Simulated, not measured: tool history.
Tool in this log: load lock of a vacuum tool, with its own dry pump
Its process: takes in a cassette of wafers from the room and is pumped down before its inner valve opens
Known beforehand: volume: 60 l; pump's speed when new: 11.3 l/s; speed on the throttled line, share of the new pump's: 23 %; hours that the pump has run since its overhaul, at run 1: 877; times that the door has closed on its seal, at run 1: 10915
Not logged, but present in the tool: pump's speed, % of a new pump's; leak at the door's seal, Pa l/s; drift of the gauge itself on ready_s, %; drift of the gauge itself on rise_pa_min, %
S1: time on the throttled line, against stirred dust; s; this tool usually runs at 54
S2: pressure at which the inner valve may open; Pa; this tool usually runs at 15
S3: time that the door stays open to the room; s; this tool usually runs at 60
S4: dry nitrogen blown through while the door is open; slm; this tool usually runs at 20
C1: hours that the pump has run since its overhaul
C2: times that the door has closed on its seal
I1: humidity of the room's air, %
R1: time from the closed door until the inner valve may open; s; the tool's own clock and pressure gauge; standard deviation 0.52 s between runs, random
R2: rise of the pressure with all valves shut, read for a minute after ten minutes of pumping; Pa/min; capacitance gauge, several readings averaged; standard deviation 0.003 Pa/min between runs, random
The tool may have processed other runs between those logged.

run,hour,S1,S2,S3,S4,C1,C2,I1,R1,R2
1,0.0,54,15,60,20,877,10915,47.8,89.3,0.225
2,111.9,33,15,60,20,989,11291,43.4,72.3,0.227
3,317.8,33,15,60,20,1195,11985,42.7,72.8,0.239
4,530.2,33,15,60,20,1408,12700,45.5,72.5,0.267
5,632.7,54,30,60,20,1510,13045,42.3,86.5,0.276
6,842.5,54,30,60,20,1720,13752,46.6,85.8,0.311
7,943.3,54,30,60,20,1821,14091,45.5,85.1,0.315
8,1156.0,54,30,60,20,2033,14808,43.6,85.3,0.348
9,1316.2,54,15,67,20,2194,15347,45.0,89.2,0.373
10,1500.5,54,15,67,20,2378,15968,42.3,88.6,0.398
11,1676.0,54,15,67,20,2553,16559,43.9,90.1,0.418
12,1861.9,54,15,67,20,2739,17185,43.9,89.8,0.441
13,1971.5,54,15,60,5,2849,17554,43.3,89.0,0.481
14,2073.4,54,15,60,5,2951,17897,43.3,89.2,0.504
15,2205.2,54,15,60,20,3083,18341,46.0,90.0,0.500
16,2419.4,54,15,60,20,3297,19062,44.1,89.7,0.533
17,2569.1,54,15,60,5,3446,19566,44.2,89.5,0.583
18,2755.8,54,15,60,5,3633,20195,46.0,90.3,0.612
# hour 2871.5: door's seal changed, seat wiped
19,2919.7,54,15,60,5,3796,163,44.5,88.8,0.056
20,3038.0,105,17,60,5,3914,561,44.0,128.7,0.057
21,3177.3,84,19,60,12,4053,1030,45.4,112.1,0.051
22,3326.0,33,19,145,12,4202,1531,46.4,73.4,0.073
23,3464.2,62,19,113,12,4340,1997,41.4,95.8,0.063
24,3615.5,84,10,120,41,4491,2506,47.1,116.5,0.056
25,3749.4,84,10,120,41,4625,2957,45.6,115.3,0.065
26,3851.8,54,15,130,20,4728,3302,47.2,90.8,0.085
27,3963.8,43,15,67,40,4840,3679,43.4,83.1,0.067
28,4135.0,35,16,195,20,5011,4256,44.5,76.5,0.106
29,4255.4,35,16,195,20,5131,4661,46.9,75.9,0.118
30,4387.3,54,16,200,20,5263,5105,42.3,89.9,0.117
31,4601.6,41,29,65,15,5477,5827,44.4,77.4,0.122
32,4811.9,57,29,27,15,5688,6535,42.6,89.8,0.131
33,4965.6,57,29,27,15,5841,7053,48.4,90.7,0.142
34,5066.2,54,15,169,5,5942,7391,45.1,90.6,0.205
35,5185.1,82,15,130,5,6061,7792,46.7,112.3,0.203
36,5355.9,61,15,184,20,6232,8367,42.5,96.5,0.188

Measured minus without-hidden-state, run by run (identical run-to-run variation in each term; gauge scatter may differ):
run,R1,R2
1,+0.2,+0.190
2,+0.2,+0.196
3,+0.4,+0.215
4,+0.5,+0.240
5,+0.5,+0.250
6,+0.6,+0.280
7,+0.6,+0.289
8,+0.8,+0.322
9,+0.8,+0.340
10,+0.9,+0.370
11,+1.0,+0.391
12,+1.1,+0.416
13,+1.1,+0.434
14,+1.2,+0.451
15,+1.2,+0.471
16,+1.4,+0.501
17,+1.5,+0.527
18,+1.5,+0.557
19,+1.7,+0.002
20,+1.0,+0.005
21,+1.3,+0.010
22,+2.1,+0.017
23,+1.7,+0.022
24,+1.7,+0.030
25,+1.8,+0.036
26,+2.1,+0.042
27,+2.5,+0.048
28,+2.5,+0.057
29,+2.5,+0.065
30,+2.4,+0.075
31,+2.5,+0.087
32,+2.3,+0.101
33,+2.4,+0.115
34,+2.7,+0.122
35,+2.3,+0.132
36,+2.8,+0.148
